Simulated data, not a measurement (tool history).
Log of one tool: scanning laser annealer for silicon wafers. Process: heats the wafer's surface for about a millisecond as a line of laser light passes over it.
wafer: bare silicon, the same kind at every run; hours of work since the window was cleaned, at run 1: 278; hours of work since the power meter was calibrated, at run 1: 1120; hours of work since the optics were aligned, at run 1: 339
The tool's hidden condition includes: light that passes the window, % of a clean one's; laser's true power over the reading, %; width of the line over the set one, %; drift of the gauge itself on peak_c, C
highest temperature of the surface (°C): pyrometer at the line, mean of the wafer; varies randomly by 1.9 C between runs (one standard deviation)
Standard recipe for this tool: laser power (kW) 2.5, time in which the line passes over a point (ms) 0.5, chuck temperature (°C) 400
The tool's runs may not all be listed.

| run | day | laser power (kW) | time in which the line passes over a point (ms) | chuck temperature (°C) | hours of work since the window was cleaned | hours of work since the power meter was calibrated | hours of work since the optics were aligned | highest temperature of the surface (°C) |
|---|---|---|---|---|---|---|---|---|
| 1 | 0 | 2.5 | 0.5 | 400 | 278 | 1120 | 339 | 1140 |
| 2 | 1.208 | 2.5 | 0.5 | 400 | 298 | 1140 | 359 | 1141 |
|  | 1.708 | window over the wafer cleaned |
| 3 | 2.454 | 2.5 | 0.5 | 400 | 12 | 1160 | 378 | 1142 |
| 4 | 4.438 | 2.5 | 0.5 | 400 | 46 | 1193 | 411 | 1141 |
| 5 | 6.146 | 2.5 | 0.423 | 400 | 74 | 1221 | 440 | 1089 |
| 6 | 7.212 | 2.327 | 0.5 | 400 | 92 | 1239 | 458 | 1076 |
| 7 | 8.246 | 2.327 | 0.5 | 400 | 109 | 1256 | 475 | 1077 |
| 8 | 9.788 | 2.327 | 0.5 | 400 | 135 | 1282 | 501 | 1075 |
| 9 | 11.308 | 2.327 | 0.5 | 434 | 160 | 1307 | 526 | 1110 |
| 10 | 12.704 | 2.327 | 0.5 | 434 | 184 | 1331 | 549 | 1109 |
| 11 | 14 | 2.327 | 0.591 | 434 | 205 | 1352 | 571 | 1159 |
| 12 | 15.292 | 2.327 | 0.591 | 434 | 227 | 1374 | 593 | 1160 |
| 13 | 16.954 | 2.327 | 0.591 | 434 | 255 | 1402 | 620 | 1156 |
| 14 | 18.129 | 2.376 | 0.5 | 400 | 274 | 1421 | 640 | 1094 |
| 15 | 19.804 | 2.5 | 0.5 | 400 | 302 | 1449 | 668 | 1139 |
|  | 20.038 | window over the wafer cleaned |
| 16 | 21.004 | 2.5 | 0.5 | 400 | 16 | 1468 | 687 | 1138 |
| 17 | 22.862 | 2.5 | 0.5 | 400 | 47 | 1499 | 718 | 1140 |
| 18 | 24.754 | 2.5 | 0.5 | 400 | 79 | 1531 | 749 | 1140 |
| 19 | 26.696 | 2.5 | 0.5 | 400 | 111 | 1563 | 782 | 1139 |
| 20 | 27.779 | 2.5 | 0.5 | 400 | 129 | 1581 | 800 | 1140 |
| 21 | 29.317 | 2.5 | 0.5 | 400 | 155 | 1607 | 825 | 1142 |
| 22 | 30.15 | 2.442 | 0.5 | 400 | 169 | 1621 | 839 | 1120 |
| 23 | 31.558 | 2.624 | 0.452 | 400 | 192 | 1644 | 863 | 1152 |
| 24 | 32.775 | 2.624 | 0.452 | 400 | 213 | 1665 | 883 | 1156 |
| 25 | 34.021 | 2.624 | 0.452 | 400 | 233 | 1685 | 904 | 1154 |
| 26 | 35.725 | 2.624 | 0.452 | 400 | 262 | 1714 | 933 | 1154 |
| 27 | 37.679 | 2.624 | 0.367 | 433 | 295 | 1746 | 965 | 1126 |
|  | 38.367 | window over the wafer cleaned |
| 28 | 38.788 | 2.359 | 0.517 | 433 | 7 | 1764 | 982 | 1132 |
| 29 | 40.375 | 2.415 | 0.476 | 425 | 34 | 1790 | 1009 | 1120 |
| 30 | 42.167 | 2.197 | 0.5 | 422 | 64 | 1820 | 1039 | 1049 |
| 31 | 43.171 | 2.197 | 0.5 | 422 | 80 | 1837 | 1055 | 1047 |
| 32 | 45.121 | 2.197 | 0.5 | 422 | 113 | 1869 | 1088 | 1051 |
| 33 | 47.017 | 2.14 | 0.578 | 400 | 144 | 1901 | 1120 | 1046 |
| 34 | 47.958 | 2.272 | 0.541 | 382 | 160 | 1917 | 1135 | 1062 |
| 35 | 49.933 | 2.272 | 0.541 | 382 | 193 | 1950 | 1168 | 1057 |
| 36 | 51.617 | 2.6 | 0.541 | 382 | 221 | 1978 | 1196 | 1186 |
| 37 | 52.471 | 2.6 | 0.386 | 410 | 236 | 1992 | 1211 | 1111 |
| 38 | 53.492 | 2.714 | 0.608 | 376 | 253 | 2009 | 1228 | 1270 |
| 39 | 54.654 | 2.552 | 0.403 | 420 | 272 | 2028 | 1247 | 1116 |
| 40 | 56.021 | 2.146 | 0.563 | 393 | 295 | 2051 | 1270 | 1029 |

For each entry between runs, how does the tool's hidden state at the last listed run before it compare with that at the first listed run after it?
Runs 2 to 3: window over the wafer cleaned (day 1.708)
  light that passes the window, % of a clean one's: 99.94 -> 99.99
Runs 15 to 16: window over the wafer cleaned (day 20.038)
  light that passes the window, % of a clean one's: 99.94 -> 100
Runs 27 to 28: window over the wafer cleaned (day 38.367)
  light that passes the window, % of a clean one's: 99.95 -> 100
